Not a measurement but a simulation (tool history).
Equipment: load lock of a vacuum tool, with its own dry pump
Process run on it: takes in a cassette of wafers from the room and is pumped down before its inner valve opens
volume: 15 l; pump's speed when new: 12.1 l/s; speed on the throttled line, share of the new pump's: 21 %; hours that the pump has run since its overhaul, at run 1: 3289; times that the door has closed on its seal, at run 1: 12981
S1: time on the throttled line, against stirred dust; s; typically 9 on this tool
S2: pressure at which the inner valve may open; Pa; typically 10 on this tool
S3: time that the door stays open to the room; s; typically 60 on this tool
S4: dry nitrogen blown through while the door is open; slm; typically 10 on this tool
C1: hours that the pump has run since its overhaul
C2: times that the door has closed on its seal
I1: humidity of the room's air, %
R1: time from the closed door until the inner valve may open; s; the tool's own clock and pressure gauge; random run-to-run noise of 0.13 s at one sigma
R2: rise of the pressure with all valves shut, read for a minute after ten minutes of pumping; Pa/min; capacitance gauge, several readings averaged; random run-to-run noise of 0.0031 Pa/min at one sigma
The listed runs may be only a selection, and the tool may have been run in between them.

run,hour,S1,S2,S3,S4,C1,C2,I1,R1,R2
1,0,9,10,60,10,3289,12981,41.4,18.8,0.14
2,112.7,9,10,60,10,3402,13510,45.5,19.1,0.142
3,168.9,9,10,60,10,3458,13774,45.6,19,0.146
4,270.1,9,10,60,10,3559,14249,44.8,19.1,0.152
5,341.5,9,10,60,10,3631,14584,43.4,18.8,0.151
6,429.1,9,10,60,10,3718,14995,45.8,19,0.157
7,500.9,9,10,60,10,3790,15333,47.3,19,0.163
8,584.3,9,10,60,10,3874,15724,45.7,19,0.155
9,676.8,9,10,60,10,3966,16158,47.8,18.9,0.168
10,770,9,10,60,10,4059,16596,39.6,18.8,0.157
11,856.2,9,10,60,10,4145,17001,43.1,18.8,0.164
12,949.5,9,9,60,10,4239,17439,47.5,19.1,0.174
13,1006,9,10,60,10,4295,17705,45.9,18.9,0.171
14,1059,9,10,60,10,4348,17953,45.5,19,0.17
15,1130.9,9,10,60,10,4420,18291,43.8,18.8,0.168
16,1189.4,9,10,60,10,4479,18566,46.8,18.8,0.18
17,1258.1,9,10,60,10,4547,18888,46.3,19,0.185
18,1319.7,5,10,60,10,4609,19178,42.9,16,0.179
19,1403.4,9,10,139,36,4693,19571,46.3,18.9,0.187
20,1515.6,6,15,46,7,4805,20098,44.6,16,0.181
21,1617.2,6,15,46,7,4906,20574,44.5,16.1,0.187
22,1716.3,8,12,46,7,5006,21040,48.7,18.1,0.199
23,1771.5,8,12,46,7,5061,21299,42.4,17.9,0.192
24,1842.2,5,10,46,43,5131,21631,46.4,15.7,0.173
25,1914.3,5,8,42,8,5204,21970,45.6,16.1,0.193
26,1989.3,15,18,49,13,5279,22322,40.1,22.9,0.187
27,2105.5,9,17,47,4,5395,22867,45.8,18.4,0.215
28,2161.7,9,11,60,10,5451,23131,45.3,19,0.212
29,2273.5,16,20,50,18,5563,23656,41.2,23.3,0.195
30,2362.7,13,8,27,14,5652,24075,48.3,22.6,0.194
31,2436.3,13,8,27,14,5726,24421,43.4,22.4,0.19
32,2532.4,13,8,27,30,5822,24872,45.7,22.4,0.183
33,2589.3,4,12,60,9,5879,25139,47.4,14.9,0.233
34,2701.6,6,11,60,16,5991,25666,41.1,16.6,0.226
35,2818.7,6,11,60,16,6108,26216,44.4,16.7,0.228

A few steps of R1 between consecutive runs. Split each: what settings, incoming material and random variation would produce without the hidden state, and what is left over for the hidden state, along with gauge scatter present in only one of the two compared results (measured, and without hidden state):
Unlogged tool condition in this case: pump's speed, % of a new pump's; leak at the door's seal, Pa l/s; drift of the gauge itself on ready_s, %; drift of the gauge itself on rise_pa_min, %.
Run 1 -> 2: no setting changed, nothing entered. R1 +0.3 s: hidden state -0.1, all else +0.4.
Run 2 -> 3: no setting changed, nothing entered. R1 -0.1 s: hidden state +0.1, all else -0.2.
Run 3 -> 4: no setting changed, nothing entered. R1 +0.1 s: hidden state -0.1, all else +0.2.
Run 25 -> 26: S1 5 -> 15, S2 8 -> 18, S3 42 -> 49, S4 8 -> 13. R1 +6.8 s: hidden state -0.1, all else +6.9.
Run 26 -> 27: S1 15 -> 9, S2 18 -> 17, S3 49 -> 47, S4 13 -> 4. R1 -4.5 s: hidden state +0.1, all else -4.6.
Run 32 -> 33: S1 13 -> 4, S2 8 -> 12, S3 27 -> 60, S4 30 -> 9. R1 -7.5 s: hidden state +0.1, all else -7.6.

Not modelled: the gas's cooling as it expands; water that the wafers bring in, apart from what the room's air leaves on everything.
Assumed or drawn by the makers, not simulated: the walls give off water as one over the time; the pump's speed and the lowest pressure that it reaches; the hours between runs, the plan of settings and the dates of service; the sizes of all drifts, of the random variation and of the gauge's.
